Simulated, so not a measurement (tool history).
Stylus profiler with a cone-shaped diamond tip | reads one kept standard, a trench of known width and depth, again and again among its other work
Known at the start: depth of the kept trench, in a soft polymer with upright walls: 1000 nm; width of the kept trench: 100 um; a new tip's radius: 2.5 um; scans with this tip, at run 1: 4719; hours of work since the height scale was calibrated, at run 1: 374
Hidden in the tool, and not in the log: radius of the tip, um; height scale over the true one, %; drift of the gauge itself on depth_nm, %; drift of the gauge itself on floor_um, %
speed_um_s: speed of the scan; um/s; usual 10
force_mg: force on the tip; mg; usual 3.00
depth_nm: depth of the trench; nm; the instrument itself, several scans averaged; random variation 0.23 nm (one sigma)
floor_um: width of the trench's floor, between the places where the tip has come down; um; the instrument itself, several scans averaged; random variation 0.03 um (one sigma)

run,day,speed_um_s,force_mg,scans with this tip,hours of work since the height scale was calibrated,depth_nm,floor_um
1,0.000,10,3.00,4719,374,1009.03,95.51
2,0.712,10,3.00,4838,383,1009.51,95.44
3,1.412,10,3.00,4956,393,1009.94,95.53
4,2.075,10,3.00,5067,401,1009.49,95.46
5,2.496,10,5.43,5138,407,1013.78,95.42
6,3.212,10,5.43,5258,416,1013.61,95.41
7,3.900,10,5.43,5372,426,1014.08,95.44
8,4.233,10,5.43,5429,430,1013.86,95.38
9,4.600,10,3.00,5490,435,1009.43,95.36
10,5.008,10,3.00,5558,440,1009.81,95.45
11,5.442,10,3.00,5631,446,1009.58,95.36
12,5.796,10,3.00,5690,451,1009.81,95.39
13,6.262,10,3.00,5769,457,1009.88,95.41
14,6.750,10,5.32,5850,463,1013.79,95.44
15,7.138,10,5.32,5915,469,1013.64,95.40
16,7.708,10,5.32,6011,476,1013.85,95.37
17,8.375,10,5.32,6122,485,1014.20,95.38
18,8.996,5,3.00,6226,493,1009.95,95.37
19,9.321,5,3.00,6280,497,1009.75,95.34
20,9.704,5,3.00,6345,503,1010.16,95.33
21,10.396,5,3.00,6461,512,1009.65,95.34
22,10.888,7,1.60,6543,518,1007.19,95.34
23,11.246,4,4.07,6603,523,1011.59,95.31
24,11.579,4,4.07,6659,527,1012.06,95.29
25,12.296,30,1.05,6779,537,1006.05,95.29
26,12.788,30,1.05,6862,544,1005.91,95.23
27,13.083,9,1.70,6911,547,1007.38,95.27
# day 13.146: height scale calibrated on a step standard
28,13.733,4,7.00,7017,8,1016.94,95.24
29,14.250,2,2.43,7103,15,1009.02,95.25
30,14.675,6,7.76,7174,20,1017.98,95.27
# day 15.096: height scale calibrated on a step standard, once more
31,15.396,24,1.83,7291,4,1006.09,95.23
32,16.079,24,1.83,7406,13,1006.34,95.25
33,16.688,24,1.83,7508,21,1006.13,95.18
34,16.996,12,8.50,7559,25,1017.05,95.22
35,17.625,12,5.18,7665,34,1012.28,95.20
36,18.125,34,3.18,7749,40,1008.79,95.18
37,18.492,10,5.15,7810,45,1012.47,95.24
38,18.875,14,8.33,7874,50,1017.08,95.22
39,19.438,14,1.10,7969,58,1004.67,95.18
40,19.975,3,1.10,8059,65,1004.86,95.17
41,20.504,7,1.44,8147,72,1005.79,95.14

Forecast each of these 5 alternatives for the next run:
A,20.967,31,3.15,8225,78,?,?
B,20.967,14,1.44,8225,78,?,?
C,20.967,18,4.64,8225,78,?,?
D,20.967,11,2.27,8225,78,?,?
E,20.967,16,1.18,8225,78,?,?

run,depth_nm,floor_um
A,1009.19,95.18
B,1005.38,95.17
C,1011.27,95.14
D,1007.23,95.17
E,1004.87,95.18
Without the tool's hidden state the same runs would have given:
run,depth_nm,floor_um
A,1008.98,95.98
B,1005.18,95.97
C,1011.06,95.94
D,1007.02,95.98
E,1004.67,95.98
